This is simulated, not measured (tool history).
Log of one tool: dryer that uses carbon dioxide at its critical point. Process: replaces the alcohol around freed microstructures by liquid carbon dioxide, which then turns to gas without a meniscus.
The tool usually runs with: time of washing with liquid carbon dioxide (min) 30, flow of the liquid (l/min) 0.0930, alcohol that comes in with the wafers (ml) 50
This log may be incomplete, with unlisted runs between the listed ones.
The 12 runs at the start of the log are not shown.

run	hour	time of washing with liquid carbon dioxide (min)	flow of the liquid (l/min)	alcohol that comes in with the wafers (ml)	hours of work since the filter was changed	hours of work since the purifier's bed was changed	alcohol left in the vessel before it's heated (ppm by volume)
13	197.0	39	0.0930	50	138	520	404
14	207.6	39	0.0930	50	143	525	417
15	224.4	30	0.0930	25	151	534	682
16	240.2	30	0.0930	25	159	541	693
17	255.7	30	0.0930	25	167	549	702
18	268.9	30	0.0930	25	173	555	695
19	278.7	30	0.0930	25	178	560	693
20	296.7	30	0.0930	22	187	569	664
21	310.8	30	0.0930	50	194	576	1298
22	328.7	30	0.0930	50	202	585	1364
23	348.9	30	0.0930	50	212	594	1373
24	359.7	30	0.0930	50	217	600	1365
25	377.0	30	0.0937	50	226	608	1385
26	394.6	30	0.0912	50	235	617	1494
27	408.1	35	0.1394	46	241	623	201

Run 28 is up next; what results do you expect?
28	419.8	35	0.1394	46	247	629	?

{"run 28": {"alcohol left in the vessel before it's heated (ppm by volume)": 187}}
With no hidden state in the tool, this same run would have given alcohol left in the vessel before it's heated (ppm by volume) 27.
